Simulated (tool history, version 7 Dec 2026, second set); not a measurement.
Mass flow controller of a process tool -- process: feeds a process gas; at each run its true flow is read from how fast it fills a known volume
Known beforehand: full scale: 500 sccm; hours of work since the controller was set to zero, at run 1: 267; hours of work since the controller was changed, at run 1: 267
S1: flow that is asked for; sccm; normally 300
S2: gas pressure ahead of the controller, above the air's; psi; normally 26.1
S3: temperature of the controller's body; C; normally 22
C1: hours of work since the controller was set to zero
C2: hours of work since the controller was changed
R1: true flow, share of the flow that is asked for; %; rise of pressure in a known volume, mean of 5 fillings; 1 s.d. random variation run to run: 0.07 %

run     day   S1    S2  S3    C1    C2     R1
  1       0  300  26.1  22   267   267  99.17
  2    3.45  300  27.3  22   324   324  99.04
  3   5.446  300    21  22   357   357  99.36
  4     9.3  300  26.1  22   420   420  99.12
  5  13.733  300  26.1  26   493   493  98.89
  6  16.804  300  26.1  29   544   544  98.76
  7  19.325  300  26.1  22   585   585  99.17
  8  23.604  300  26.1  22   656   656  99.24
  9   27.75  300  35.7  22   724   724   98.9
 10  30.842  300  28.7  22   775   775  99.15
 11  35.458  300  28.7  22   851   851  99.18
 12   37.55  300  26.1  22   885   885  99.27
 13  39.458  100  26.1  22   917   917  98.45
 14  43.404  100  26.1  22   982   982  98.51
 15  48.067  300  26.1  27  1059  1059  98.87
 16  50.933  300  26.1  27  1106  1106  98.89
 17  54.492  300  26.1  27  1164  1164  98.96
 18  57.979  300  25.5  30  1222  1222  98.62
 19  60.704   82  26.1  22  1267  1267  98.82
 20    63.7   82  26.1  22  1316  1316  98.95
 21  67.558   55  22.5  39  1380  1380  98.15
 22  70.708  112  23.8  24  1432  1432  98.57
 23  73.079  300  25.4  22  1471  1471  99.29
 24  77.208   65  24.5  33  1539  1539  98.25
 25  81.167  434  26.1  27  1604  1604  99.71
 26  83.158  300  26.1  28  1637  1637  98.78
 27  86.271  300  26.1  34  1688  1688  98.43
 28  88.638   75  26.1  22  1727  1727  99.24
 29   90.55  309  25.1  28  1758  1758  98.97

Predict each of these 5 candidate next runs independently; none follows another, all start after run 29:
  A  95.038  209  23.4  22  1832  1832   ?
  B  95.038  309  38.4  27  1832  1832   ?
  C  95.038   61  26.1  32  1832  1832   ?
  D  95.038   56  33.1  25  1832  1832   ?
  E  95.038  309  32.2  33  1832  1832   ?

run     R1
  A  99.01
  B  98.76
  C  99.04
  D  99.69
  E  98.34
What these runs would have given with no unlogged condition in the tool:
run     R1
  A  98.35
  B  98.33
  C   96.6
  D  97.02
  E  97.92
